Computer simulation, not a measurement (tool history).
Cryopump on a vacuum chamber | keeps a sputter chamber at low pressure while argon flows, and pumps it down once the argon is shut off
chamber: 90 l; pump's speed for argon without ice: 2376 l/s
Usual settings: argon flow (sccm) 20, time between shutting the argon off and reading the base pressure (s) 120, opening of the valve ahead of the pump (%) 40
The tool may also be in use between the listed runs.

run	hour	argon flow (sccm)	time between shutting the argon off and reading the base pressure (s)	opening of the valve ahead of the pump (%)	pressure while argon flows (Pa)	pressure after the wait (uPa)
1	0.0	20	120	40	0.0387	1.29
2	24.2	20	120	40	0.0376	1.34
3	35.1	20	120	40	0.0387	1.35
4	52.6	20	120	40	0.0375	1.37
5	76.2	20	120	40	0.0382	1.34
6	90.5	20	120	40	0.0370	1.34
7	105.9	20	120	40	0.0378	1.37
8	129.8	20	120	40	0.0386	1.40
9	142.5	20	120	49	0.0311	1.40
10	162.3	22	120	33	0.0500	1.37
11	181.6	16	130	33	0.0373	1.39
12	194.0	20	120	39	0.0392	1.42
13	206.8	20	140	60	0.0262	1.41

Measured less the same run without the tool's hidden state. The same run-to-run variation is in both; the gauge's scatter may not be:
The hidden state here: pump's speed, % of a pump's without ice; cold plate's temperature, K; leak into the chamber, uPa l/s; drift of the gauge itself on working_pa, %; drift of the gauge itself on base_upa, %.
run	pressure while argon flows (Pa)	pressure after the wait (uPa)
1	+0.0022	+0.83
2	+0.0022	+0.84
3	+0.0022	+0.87
4	+0.0023	+0.89
5	+0.0023	+0.88
6	+0.0023	+0.88
7	+0.0024	+0.87
8	+0.0025	+0.89
9	+0.0025	+0.90
10	+0.0028	+0.90
11	+0.0021	+0.93
12	+0.0026	+0.94
13	+0.0027	+0.95
